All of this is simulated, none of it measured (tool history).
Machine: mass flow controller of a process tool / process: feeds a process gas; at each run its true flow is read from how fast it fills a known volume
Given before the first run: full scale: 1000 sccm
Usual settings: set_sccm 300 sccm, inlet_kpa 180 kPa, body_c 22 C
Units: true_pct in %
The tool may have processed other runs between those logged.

run 1 hour=0 | set_sccm=300 inlet_kpa=180 body_c=22 | true_pct=98.65
run 2 hour=95.1 | set_sccm=237 inlet_kpa=180 body_c=22 | true_pct=98.64
run 3 hour=141.6 | set_sccm=300 inlet_kpa=233 body_c=22 | true_pct=98.43
run 4 hour=234.3 | set_sccm=300 inlet_kpa=233 body_c=22 | true_pct=98.6
run 5 hour=323.7 | set_sccm=300 inlet_kpa=192 body_c=22 | true_pct=98.68
run 6 hour=379.1 | set_sccm=300 inlet_kpa=192 body_c=22 | true_pct=98.69
run 7 hour=427.8 | set_sccm=169 inlet_kpa=180 body_c=22 | true_pct=98.82
run 8 hour=479.8 | set_sccm=300 inlet_kpa=180 body_c=22 | true_pct=98.73
run 9 hour=558.7 | set_sccm=300 inlet_kpa=252 body_c=22 | true_pct=98.62
run 10 hour=650.2 | set_sccm=300 inlet_kpa=252 body_c=22 | true_pct=98.74
run 11 hour=715.5 | set_sccm=300 inlet_kpa=252 body_c=22 | true_pct=98.76
run 12 hour=767.3 | set_sccm=300 inlet_kpa=180 body_c=22 | true_pct=99.02
run 13 hour=851.7 | set_sccm=300 inlet_kpa=180 body_c=22 | true_pct=99.24
run 14 hour=920.8 | set_sccm=300 inlet_kpa=180 body_c=22 | true_pct=99.13
run 15 hour=979.7 | set_sccm=300 inlet_kpa=180 body_c=22 | true_pct=99.07
run 16 hour=1025.8 | set_sccm=300 inlet_kpa=180 body_c=22 | true_pct=99.15
run 17 hour=1079.4 | set_sccm=300 inlet_kpa=180 body_c=29 | true_pct=99.59
run 18 hour=1161 | set_sccm=970 inlet_kpa=149 body_c=22 | true_pct=100.64
run 19 hour=1232.8 | set_sccm=419 inlet_kpa=182 body_c=33 | true_pct=100.07
run 20 hour=1279.8 | set_sccm=581 inlet_kpa=190 body_c=33 | true_pct=100.28
run 21 hour=1321.9 | set_sccm=348 inlet_kpa=203 body_c=22 | true_pct=99.19
run 22 hour=1392.2 | set_sccm=639 inlet_kpa=164 body_c=34 | true_pct=100.76
run 23 hour=1469 | set_sccm=639 inlet_kpa=164 body_c=34 | true_pct=100.71
run 24 hour=1508.9 | set_sccm=170 inlet_kpa=159 body_c=24 | true_pct=99.97
run 25 hour=1564.3 | set_sccm=117 inlet_kpa=172 body_c=22 | true_pct=100.55
run 26 hour=1631.7 | set_sccm=213 inlet_kpa=262 body_c=28 | true_pct=99.88
run 27 hour=1695.5 | set_sccm=341 inlet_kpa=269 body_c=22 | true_pct=99.17
run 28 hour=1776.6 | set_sccm=115 inlet_kpa=180 body_c=23 | true_pct=100.91
run 29 hour=1858.1 | set_sccm=126 inlet_kpa=185 body_c=39 | true_pct=101.7
run 30 hour=1951.9 | set_sccm=126 inlet_kpa=185 body_c=39 | true_pct=102.05
run 31 hour=2001.8 | set_sccm=300 inlet_kpa=180 body_c=29 | true_pct=100.16
run 32 hour=2047.5 | set_sccm=300 inlet_kpa=140 body_c=29 | true_pct=100.35
run 33 hour=2087.3 | set_sccm=361 inlet_kpa=276 body_c=35 | true_pct=100.18
run 34 hour=2157.5 | set_sccm=173 inlet_kpa=148 body_c=36 | true_pct=101.37

What if the next run were any one of these 4? Each begins from the tool's condition after run 34:
run A hour=2206.6 | set_sccm=109 inlet_kpa=179 body_c=33 | true_pct=?
run B hour=2206.6 | set_sccm=266 inlet_kpa=268 body_c=32 | true_pct=?
run C hour=2206.6 | set_sccm=127 inlet_kpa=141 body_c=26 | true_pct=?
run D hour=2206.6 | set_sccm=640 inlet_kpa=234 body_c=27 | true_pct=?

run=A true_pct=102.08
run=B true_pct=100.27
run=C true_pct=101.37
run=D true_pct=100.31
Take away the tool's hidden state, keep each run's random variation, and the runs would have read:
run=A true_pct=97.89
run=B true_pct=98.08
run=C true_pct=97.66
run=D true_pct=98.94
